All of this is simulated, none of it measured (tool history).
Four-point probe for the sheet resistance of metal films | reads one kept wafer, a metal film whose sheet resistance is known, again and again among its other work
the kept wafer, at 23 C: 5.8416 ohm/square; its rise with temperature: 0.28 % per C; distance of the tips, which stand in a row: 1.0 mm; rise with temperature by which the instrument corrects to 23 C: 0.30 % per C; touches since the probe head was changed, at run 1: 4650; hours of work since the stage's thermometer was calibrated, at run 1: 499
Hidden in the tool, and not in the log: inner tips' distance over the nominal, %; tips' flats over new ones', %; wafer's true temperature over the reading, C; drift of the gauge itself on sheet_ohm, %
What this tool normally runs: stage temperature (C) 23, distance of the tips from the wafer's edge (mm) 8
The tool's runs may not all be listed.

run,hour,stage temperature (C),distance of the tips from the wafer's edge (mm),touches since the probe head was changed,hours of work since the stage's thermometer was calibrated,sheet resistance as the instrument gives it (ohm/square)
1,0,23,8,4650,499,5.893359
2,24.6,23,27,5919,515,5.848262
3,37.7,23,27,6601,524,5.845697
4,57.7,23,8,7631,537,5.892575
5,68.5,23,8,8193,544,5.893784
6,82.8,23,8,8930,554,5.896527
7,94.8,23,8,9552,562,5.895028
8,117.1,23,8,10703,576,5.897582
9,127.9,23,8,11262,583,5.894614
10,145.5,23,57,12172,595,5.84772
11,157.5,23,8,12791,603,5.898244
12,177,23,8,13802,616,5.89565
13,192.3,23,6,14594,626,5.933957
14,207.6,23,6,15384,636,5.936823
15,227.6,23,41,16417,649,5.851634
16,250.3,23,12,17594,664,5.872843
17,270.1,23,12,18617,677,5.872716
# hour 272: stage's thermometer calibrated
18,289.9,23,12,19611,12,5.87317
19,305.2,31,4,20404,22,6.027553
20,318.7,26,23,21103,31,5.851944
# hour 321.3: stage's thermometer calibrated, once more
21,344.3,27,6,22400,15,5.933599
22,354.8,33,4,22945,22,6.031524
23,366.9,31,16,23569,30,5.857413
24,383.9,23,4,24450,41,6.047114
25,398,23,4,25179,51,6.048173

For run 26, what comes out?
26,408.9,23,4,25742,58,?

Run 26 produced sheet resistance as the instrument gives it (ohm/square) 6.048447.
The same run, on a tool lacking any hidden state, would have yielded sheet resistance as the instrument gives it (ohm/square) 6.031928.
